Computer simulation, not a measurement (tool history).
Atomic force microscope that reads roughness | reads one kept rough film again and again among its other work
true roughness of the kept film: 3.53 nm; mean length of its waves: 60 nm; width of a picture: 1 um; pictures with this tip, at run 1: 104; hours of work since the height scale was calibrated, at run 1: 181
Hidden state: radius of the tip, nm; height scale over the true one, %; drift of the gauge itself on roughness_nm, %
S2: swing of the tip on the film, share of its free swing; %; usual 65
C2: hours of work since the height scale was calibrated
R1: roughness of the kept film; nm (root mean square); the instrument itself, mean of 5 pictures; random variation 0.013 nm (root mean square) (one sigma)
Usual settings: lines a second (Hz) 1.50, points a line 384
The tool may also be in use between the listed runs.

run 1 day=0.000 | lines_a_second_(Hz)=1.50 S2=65 points_a_line=384 | pictures_with_this_tip=104 C2=181 | R1=3.040
run 2 day=0.971 | lines_a_second_(Hz)=1.50 S2=65 points_a_line=384 | pictures_with_this_tip=129 C2=191 | R1=2.970
run 3 day=2.921 | lines_a_second_(Hz)=1.50 S2=65 points_a_line=384 | pictures_with_this_tip=177 C2=212 | R1=2.939
run 4 day=4.650 | lines_a_second_(Hz)=1.50 S2=65 points_a_line=384 | pictures_with_this_tip=220 C2=231 | R1=2.872
run 5 day=5.708 | lines_a_second_(Hz)=1.50 S2=65 points_a_line=384 | pictures_with_this_tip=247 C2=242 | R1=2.830
-- day=6.075 new tip fitted
run 6 day=6.738 | lines_a_second_(Hz)=1.50 S2=65 points_a_line=580 | pictures_with_this_tip=17 C2=253 | R1=3.130
run 7 day=7.967 | lines_a_second_(Hz)=1.50 S2=65 points_a_line=580 | pictures_with_this_tip=48 C2=266 | R1=3.124
run 8 day=10.258 | lines_a_second_(Hz)=1.50 S2=65 points_a_line=466 | pictures_with_this_tip=105 C2=291 | R1=3.039
run 9 day=11.233 | lines_a_second_(Hz)=1.50 S2=65 points_a_line=466 | pictures_with_this_tip=129 C2=301 | R1=2.984
run 10 day=12.196 | lines_a_second_(Hz)=1.50 S2=65 points_a_line=466 | pictures_with_this_tip=153 C2=312 | R1=2.980
run 11 day=13.171 | lines_a_second_(Hz)=1.50 S2=65 points_a_line=466 | pictures_with_this_tip=177 C2=322 | R1=2.928
run 12 day=15.308 | lines_a_second_(Hz)=1.50 S2=65 points_a_line=466 | pictures_with_this_tip=231 C2=345 | R1=2.873
-- day=16.375 new tip fitted
run 13 day=17.425 | lines_a_second_(Hz)=0.64 S2=65 points_a_line=384 | pictures_with_this_tip=26 C2=367 | R1=3.244
run 14 day=18.892 | lines_a_second_(Hz)=0.64 S2=65 points_a_line=384 | pictures_with_this_tip=63 C2=383 | R1=3.201
run 15 day=19.908 | lines_a_second_(Hz)=0.64 S2=65 points_a_line=384 | pictures_with_this_tip=88 C2=394 | R1=3.157
run 16 day=21.233 | lines_a_second_(Hz)=1.50 S2=63 points_a_line=384 | pictures_with_this_tip=121 C2=408 | R1=3.018
run 17 day=23.358 | lines_a_second_(Hz)=0.68 S2=86 points_a_line=384 | pictures_with_this_tip=174 C2=431 | R1=2.873
run 18 day=25.058 | lines_a_second_(Hz)=0.68 S2=86 points_a_line=384 | pictures_with_this_tip=216 C2=449 | R1=2.812
-- day=26.583 new tip fitted
run 19 day=26.917 | lines_a_second_(Hz)=0.68 S2=86 points_a_line=384 | pictures_with_this_tip=8 C2=469 | R1=3.091

4 ways to go on from here, each from the tool as it stands after run 19. What would each give?
run A day=28.004 | lines_a_second_(Hz)=1.67 S2=86 points_a_line=756 | pictures_with_this_tip=35 C2=480 | R1=?
run B day=28.004 | lines_a_second_(Hz)=2.03 S2=86 points_a_line=384 | pictures_with_this_tip=35 C2=480 | R1=?
run C day=28.004 | lines_a_second_(Hz)=1.11 S2=59 points_a_line=671 | pictures_with_this_tip=35 C2=480 | R1=?
run D day=28.004 | lines_a_second_(Hz)=1.50 S2=65 points_a_line=354 | pictures_with_this_tip=35 C2=480 | R1=?

run=A R1=2.727
run=B R1=2.643
run=C R1=3.220
run=D R1=3.111
Without the tool's hidden state the same runs would have given:
run=A R1=2.801
run=B R1=2.715
run=C R1=3.308
run=D R1=3.196
